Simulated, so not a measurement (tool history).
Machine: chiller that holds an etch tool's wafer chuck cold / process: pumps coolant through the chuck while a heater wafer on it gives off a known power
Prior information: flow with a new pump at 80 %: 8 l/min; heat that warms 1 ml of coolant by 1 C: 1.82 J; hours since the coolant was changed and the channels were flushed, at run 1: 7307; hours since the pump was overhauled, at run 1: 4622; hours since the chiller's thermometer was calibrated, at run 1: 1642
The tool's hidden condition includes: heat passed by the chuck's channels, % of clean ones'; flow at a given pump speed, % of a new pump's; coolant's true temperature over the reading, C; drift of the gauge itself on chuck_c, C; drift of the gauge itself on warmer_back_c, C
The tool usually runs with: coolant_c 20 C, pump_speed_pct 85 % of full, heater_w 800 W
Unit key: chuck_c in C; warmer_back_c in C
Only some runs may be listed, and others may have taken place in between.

run,day,coolant_c,pump_speed_pct,heater_w,hours since the coolant was changed and the channels were flushed,hours since the pump was overhauled,hours since the chiller's thermometer was calibrated,chuck_c,warmer_back_c
1,0,20,85,800,7307,4622,1642,26.5,3.05
2,3.962,20,85,800,7402,4718,1737,26.7,3.12
3,9.442,20,85,800,7533,4849,1868,26.6,3.07
4,14.429,20,85,800,7653,4969,1988,26.7,3.08
5,18.208,20,85,800,7744,5059,2079,26.7,3.06
# day 19.812: chiller's thermometer calibrated
6,22.671,20,85,800,7850,5166,69,26.5,3.08
# day 26.092: coolant changed, channels flushed
7,26.092,20,85,940,0,5242,145,27.8,3.63
8,30.838,20,85,940,114,5356,259,27.8,3.59
9,35.225,20,97,940,219,5461,364,26.8,3.14
10,41.662,14,84,870,374,5615,518,21.3,3.38
11,48.125,15,90,825,529,5770,674,21.5,2.98
12,53.533,15,90,1107,659,5900,803,23.7,3.98
13,58.025,27,75,1071,766,6008,911,37,4.72
14,64.733,27,75,1071,927,6169,1072,37,4.73
15,70.125,20,85,645,1057,6298,1202,25.4,2.48

Below are 3 alternative next runs, each starting from the tool's condition after run 15. Predict each:
A,75.004,28,76,550,1174,6415,1319,?,?
B,75.004,13,97,869,1174,6415,1319,?,?
C,75.004,20,79,800,1174,6415,1319,?,?

run,chuck_c,warmer_back_c
A,33.2,2.4
B,19.3,2.94
C,27.3,3.37
Without the tool's hidden state the same runs would have given:
run,chuck_c,warmer_back_c
A,33.2,2.4
B,19.3,2.94
C,27.3,3.37
